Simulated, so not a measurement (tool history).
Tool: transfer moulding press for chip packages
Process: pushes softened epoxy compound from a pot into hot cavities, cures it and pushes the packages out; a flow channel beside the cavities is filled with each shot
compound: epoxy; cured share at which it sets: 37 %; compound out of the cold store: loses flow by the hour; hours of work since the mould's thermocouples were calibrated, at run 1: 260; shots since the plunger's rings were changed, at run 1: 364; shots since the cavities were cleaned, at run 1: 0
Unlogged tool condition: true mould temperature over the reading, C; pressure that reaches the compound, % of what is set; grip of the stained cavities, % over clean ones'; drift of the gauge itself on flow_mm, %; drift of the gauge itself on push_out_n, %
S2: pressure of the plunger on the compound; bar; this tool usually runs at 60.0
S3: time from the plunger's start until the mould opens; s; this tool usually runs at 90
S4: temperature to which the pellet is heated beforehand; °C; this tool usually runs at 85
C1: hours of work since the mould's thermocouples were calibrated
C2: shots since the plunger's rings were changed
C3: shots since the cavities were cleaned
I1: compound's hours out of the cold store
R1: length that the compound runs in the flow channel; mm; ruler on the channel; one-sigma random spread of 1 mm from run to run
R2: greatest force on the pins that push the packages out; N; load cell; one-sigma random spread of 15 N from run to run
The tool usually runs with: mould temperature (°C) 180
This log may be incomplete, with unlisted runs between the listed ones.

{"run": 1, "day": 0.0, "mould temperature (°C)": 180, "S2": 60.0, "S3": 90, "S4": 85, "C1": 260, "C2": 364, "C3": 0, "I1": 37.0, "R1": 790, "R2": 752}
{"run": 2, "day": 1.979, "mould temperature (°C)": 180, "S2": 60.0, "S3": 90, "S4": 85, "C1": 294, "C2": 1039, "C3": 675, "I1": 23.5, "R1": 840, "R2": 1263}
{"day": 2.758, "done": "cavities cleaned with cleaning compound and waxed"}
{"run": 3, "day": 3.392, "mould temperature (°C)": 180, "S2": 60.0, "S3": 90, "S4": 85, "C1": 317, "C2": 1498, "C3": 216, "I1": 23.7, "R1": 837, "R2": 948}
{"day": 5.542, "done": "cavities cleaned with cleaning compound and waxed"}
{"run": 4, "day": 5.675, "mould temperature (°C)": 180, "S2": 60.0, "S3": 90, "S4": 85, "C1": 355, "C2": 2254, "C3": 46, "I1": 34.1, "R1": 791, "R2": 777}
{"run": 5, "day": 7.662, "mould temperature (°C)": 180, "S2": 60.0, "S3": 90, "S4": 85, "C1": 389, "C2": 2931, "C3": 723, "I1": 9.4, "R1": 885, "R2": 1294}
{"day": 8.408, "done": "cavities cleaned with cleaning compound and waxed"}
{"day": 9.321, "done": "plunger's sealing rings changed"}
{"run": 6, "day": 9.538, "mould temperature (°C)": 180, "S2": 60.0, "S3": 90, "S4": 85, "C1": 418, "C2": 73, "C3": 348, "I1": 38.5, "R1": 789, "R2": 1016}
{"run": 7, "day": 10.638, "mould temperature (°C)": 180, "S2": 63.1, "S3": 90, "S4": 85, "C1": 437, "C2": 449, "C3": 724, "I1": 41.4, "R1": 795, "R2": 1179}
{"day": 11.308, "done": "cavities cleaned with cleaning compound and waxed"}
{"run": 8, "day": 13.3, "mould temperature (°C)": 180, "S2": 63.1, "S3": 90, "S4": 85, "C1": 482, "C2": 1334, "C3": 678, "I1": 13.4, "R1": 901, "R2": 1257}
{"day": 14.121, "done": "cavities cleaned with cleaning compound and waxed"}
{"run": 9, "day": 15.283, "mould temperature (°C)": 180, "S2": 63.1, "S3": 90, "S4": 85, "C1": 515, "C2": 1988, "C3": 395, "I1": 11.6, "R1": 906, "R2": 1168}
{"day": 16.992, "done": "cavities cleaned with cleaning compound and waxed"}
{"run": 10, "day": 16.992, "mould temperature (°C)": 180, "S2": 72.2, "S3": 90, "S4": 85, "C1": 543, "C2": 2549, "C3": 0, "I1": 36.9, "R1": 857, "R2": 713}
{"day": 17.312, "done": "mould's thermocouples calibrated"}
{"run": 11, "day": 19.104, "mould temperature (°C)": 180, "S2": 72.2, "S3": 90, "S4": 85, "C1": 31, "C2": 3241, "C3": 692, "I1": 9.6, "R1": 971, "R2": 1355}
{"day": 19.958, "done": "plunger's sealing rings changed"}
{"day": 20.021, "done": "cavities cleaned with cleaning compound and waxed"}
{"run": 12, "day": 20.742, "mould temperature (°C)": 180, "S2": 72.2, "S3": 90, "S4": 92, "C1": 56, "C2": 246, "C3": 246, "I1": 41.0, "R1": 850, "R2": 942}
{"day": 22.817, "done": "cavities cleaned with cleaning compound and waxed"}
{"run": 13, "day": 23.396, "mould temperature (°C)": 180, "S2": 72.2, "S3": 90, "S4": 92, "C1": 100, "C2": 1129, "C3": 197, "I1": 37.5, "R1": 861, "R2": 907}
{"run": 14, "day": 24.512, "mould temperature (°C)": 180, "S2": 60.0, "S3": 84, "S4": 76, "C1": 120, "C2": 1509, "C3": 577, "I1": 29.3, "R1": 812, "R2": 1478}
{"day": 25.712, "done": "cavities cleaned with cleaning compound and waxed"}
{"run": 15, "day": 26.929, "mould temperature (°C)": 180, "S2": 60.0, "S3": 84, "S4": 76, "C1": 160, "C2": 2311, "C3": 414, "I1": 25.9, "R1": 820, "R2": 1410}
{"day": 27.717, "done": "mould's thermocouples calibrated, once more"}
{"day": 28.633, "done": "cavities cleaned with cleaning compound and waxed"}
{"run": 16, "day": 29.467, "mould temperature (°C)": 180, "S2": 60.0, "S3": 84, "S4": 76, "C1": 29, "C2": 3125, "C3": 283, "I1": 15.3, "R1": 856, "R2": 1283}
{"day": 30.583, "done": "plunger's sealing rings changed"}
{"run": 17, "day": 30.621, "mould temperature (°C)": 180, "S2": 60.0, "S3": 70, "S4": 85, "C1": 47, "C2": 12, "C3": 641, "I1": 29.6, "R1": 819, "R2": 2170}
{"day": 31.554, "done": "cavities cleaned with cleaning compound and waxed"}
{"run": 18, "day": 32.95, "mould temperature (°C)": 184, "S2": 60.0, "S3": 116, "S4": 88, "C1": 86, "C2": 784, "C3": 476, "I1": 27.0, "R1": 814, "R2": 640}
{"day": 34.379, "done": "cavities cleaned with cleaning compound and waxed"}
{"run": 19, "day": 34.546, "mould temperature (°C)": 184, "S2": 60.0, "S3": 116, "S4": 88, "C1": 112, "C2": 1306, "C3": 57, "I1": 22.8, "R1": 829, "R2": 485}
{"run": 20, "day": 36.962, "mould temperature (°C)": 184, "S2": 60.0, "S3": 116, "S4": 88, "C1": 154, "C2": 2129, "C3": 880, "I1": 26.8, "R1": 809, "R2": 726}
{"day": 37.167, "done": "cavities cleaned with cleaning compound and waxed"}
{"run": 21, "day": 38.642, "mould temperature (°C)": 178, "S2": 53.6, "S3": 116, "S4": 75, "C1": 181, "C2": 2680, "C3": 502, "I1": 21.4, "R1": 793, "R2": 767}
{"day": 40.108, "done": "cavities cleaned with cleaning compound and waxed"}
{"day": 41.096, "done": "plunger's sealing rings changed"}
{"run": 22, "day": 41.333, "mould temperature (°C)": 180, "S2": 60.0, "S3": 90, "S4": 92, "C1": 225, "C2": 80, "C3": 381, "I1": 39.7, "R1": 781, "R2": 960}
{"day": 43.104, "done": "cavities cleaned with cleaning compound and waxed"}
{"run": 23, "day": 43.496, "mould temperature (°C)": 180, "S2": 60.0, "S3": 90, "S4": 92, "C1": 261, "C2": 796, "C3": 133, "I1": 38.9, "R1": 781, "R2": 817}
{"run": 24, "day": 45.458, "mould temperature (°C)": 179, "S2": 48.3, "S3": 90, "S4": 79, "C1": 294, "C2": 1465, "C3": 802, "I1": 20.9, "R1": 761, "R2": 1402}
{"day": 46.038, "done": "cavities cleaned with cleaning compound and waxed"}
{"run": 25, "day": 46.817, "mould temperature (°C)": 179, "S2": 72.1, "S3": 74, "S4": 79, "C1": 317, "C2": 1906, "C3": 266, "I1": 36.7, "R1": 862, "R2": 1584}
{"run": 26, "day": 48.6, "mould temperature (°C)": 180, "S2": 60.0, "S3": 78, "S4": 92, "C1": 347, "C2": 2513, "C3": 873, "I1": 16.6, "R1": 856, "R2": 1809}

Each row is a separate what-if for the run after 26, all from the same tool condition, not one after another. Results?
{"day": 48.879, "done": "cavities cleaned with cleaning compound and waxed"}
{"run": "A", "day": 50.962, "mould temperature (°C)": 180, "S2": 60.0, "S3": 93, "S4": 87, "C1": 387, "C2": 3296, "C3": 709, "I1": 18.1, "R1": "?", "R2": "?"}
{"day": 48.879, "done": "cavities cleaned with cleaning compound and waxed"}
{"run": "B", "day": 50.962, "mould temperature (°C)": 180, "S2": 48.6, "S3": 81, "S4": 86, "C1": 387, "C2": 3296, "C3": 709, "I1": 43.2, "R1": "?", "R2": "?"}
{"day": 48.879, "done": "cavities cleaned with cleaning compound and waxed"}
{"run": "C", "day": 50.962, "mould temperature (°C)": 180, "S2": 55.0, "S3": 116, "S4": 85, "C1": 387, "C2": 3296, "C3": 709, "I1": 41.5, "R1": "?", "R2": "?"}
{"day": 48.879, "done": "cavities cleaned with cleaning compound and waxed"}
{"run": "D", "day": 50.962, "mould temperature (°C)": 181, "S2": 54.2, "S3": 92, "S4": 85, "C1": 387, "C2": 3296, "C3": 709, "I1": 43.9, "R1": "?", "R2": "?"}

run=A R1=847 R2=1177
run=B R1=677 R2=1446
run=C R1=725 R2=777
run=D R1=713 R2=996
The same runs, with their run-to-run variation unchanged, on a tool lacking any hidden condition would have given:
run=A R1=867 R2=709
run=B R1=694 R2=872
run=C R1=743 R2=479
run=D R1=730 R2=602
